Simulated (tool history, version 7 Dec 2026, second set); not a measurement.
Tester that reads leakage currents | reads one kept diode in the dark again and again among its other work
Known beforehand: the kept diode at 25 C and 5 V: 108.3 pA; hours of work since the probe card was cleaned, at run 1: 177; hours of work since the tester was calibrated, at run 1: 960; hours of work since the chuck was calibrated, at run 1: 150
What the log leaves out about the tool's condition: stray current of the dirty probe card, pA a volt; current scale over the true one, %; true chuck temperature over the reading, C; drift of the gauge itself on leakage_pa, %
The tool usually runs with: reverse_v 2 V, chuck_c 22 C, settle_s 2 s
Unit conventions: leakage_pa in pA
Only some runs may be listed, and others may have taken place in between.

run,hour,reverse_v,chuck_c,settle_s,hours of work since the probe card was cleaned,hours of work since the tester was calibrated,hours of work since the chuck was calibrated,leakage_pa
1,0,2,22,2,177,960,150,53.96
2,21.8,2,22,2,192,974,165,53.94
3,49.9,2,22,2,211,993,184,53.88
4,80.4,5.69,22,2,232,1014,205,91.21
5,100,5.69,22,2,245,1027,218,91.37
6,145.9,5.69,22,2,276,1058,249,90.83
7,179.1,5.69,22,2,299,1081,272,91.5
8,222.1,5.69,22,2,328,1110,301,91.81
9,247.7,5.69,22,2,345,1127,318,92.19
10,279.9,1.22,22,8.86,367,1149,340,42.92
11,313.4,1.22,22,8.86,390,1172,363,42.79
12,337.1,3.19,22,0.53,406,1188,379,71.3
13,375.9,3.19,22,0.53,432,1214,405,71.17
14,408.9,3.19,22,0.53,454,1237,427,71.54
15,447.6,2,31,1.41,481,1263,453,119.44
16,467.8,2,31,1.41,494,1276,467,119.12
17,502.5,2,31,1.41,518,1300,491,119.58
18,533.1,2,57,1.41,539,1321,511,868.37

What if the next run were any one of these 4? Each begins from the tool's condition after run 18:
A,555.6,2,23,1.97,554,1336,527,?
B,555.6,7.27,40,1.17,554,1336,527,?
C,555.6,1.22,21,0.57,554,1336,527,?
D,555.6,1.49,55,1.02,554,1336,527,?

run,leakage_pa
A,61.19
B,467.41
C,40.72
D,649.35
Without the tool's unlogged condition, the same runs would have read:
run,leakage_pa
A,58.51
B,449.6
C,38.96
D,627.4
